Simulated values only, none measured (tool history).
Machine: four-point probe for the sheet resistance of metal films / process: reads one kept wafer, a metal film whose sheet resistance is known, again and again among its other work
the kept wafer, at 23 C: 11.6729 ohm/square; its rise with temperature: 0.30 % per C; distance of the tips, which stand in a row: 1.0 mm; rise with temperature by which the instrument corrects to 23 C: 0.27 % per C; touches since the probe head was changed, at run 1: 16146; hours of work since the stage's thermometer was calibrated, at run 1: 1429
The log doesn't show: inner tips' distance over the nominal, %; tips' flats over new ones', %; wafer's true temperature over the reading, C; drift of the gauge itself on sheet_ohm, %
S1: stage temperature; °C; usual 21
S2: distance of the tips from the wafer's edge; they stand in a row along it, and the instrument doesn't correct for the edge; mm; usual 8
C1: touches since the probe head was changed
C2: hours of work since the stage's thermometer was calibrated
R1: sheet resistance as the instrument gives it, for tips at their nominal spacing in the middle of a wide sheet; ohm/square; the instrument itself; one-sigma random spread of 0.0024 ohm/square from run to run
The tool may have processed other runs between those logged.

run 1 hour=0 | S1=21 S2=8 | C1=16146 C2=1429 | R1=11.782202
run 2 hour=18 | S1=20 S2=8 | C1=16619 C2=1437 | R1=11.783615
run 3 hour=42.9 | S1=20 S2=8 | C1=17273 C2=1449 | R1=11.782114
run 4 hour=64.5 | S1=30 S2=8 | C1=17842 C2=1459 | R1=11.821662
run 5 hour=95.6 | S1=20 S2=8 | C1=18660 C2=1474 | R1=11.788193
run 6 hour=116 | S1=20 S2=8 | C1=19197 C2=1484 | R1=11.785492
run 7 hour=135.2 | S1=20 S2=8 | C1=19704 C2=1493 | R1=11.787943
run 8 hour=149.3 | S1=20 S2=8 | C1=20075 C2=1500 | R1=11.786554
run 9 hour=172.2 | S1=20 S2=8 | C1=20676 C2=1510 | R1=11.787301
run 10 hour=202.3 | S1=25 S2=3 | C1=21468 C2=1525 | R1=12.37185
run 11 hour=227.3 | S1=20 S2=12 | C1=22124 C2=1537 | R1=11.736729
run 12 hour=249.1 | S1=20 S2=12 | C1=22700 C2=1547 | R1=11.734477
run 13 hour=266.7 | S1=31 S2=65 | C1=23163 C2=1555 | R1=11.732082
run 14 hour=283.9 | S1=31 S2=65 | C1=23614 C2=1563 | R1=11.731872
run 15 hour=297.8 | S1=22 S2=53 | C1=23980 C2=1570 | R1=11.701646

What if the next run were any one of these 3? Each begins from the tool's condition after run 15:
run A hour=327 | S1=34 S2=36 | C1=24748 C2=1584 | R1=?
run B hour=327 | S1=18 S2=8 | C1=24748 C2=1584 | R1=?
run C hour=327 | S1=20 S2=29 | C1=24748 C2=1584 | R1=?

run=A R1=11.746724
run=B R1=11.784805
run=C R1=11.701675
Stripped of hidden state, with their random variation kept, the same runs would have yielded:
run=A R1=11.715189
run=B R1=11.752868
run=C R1=11.669989
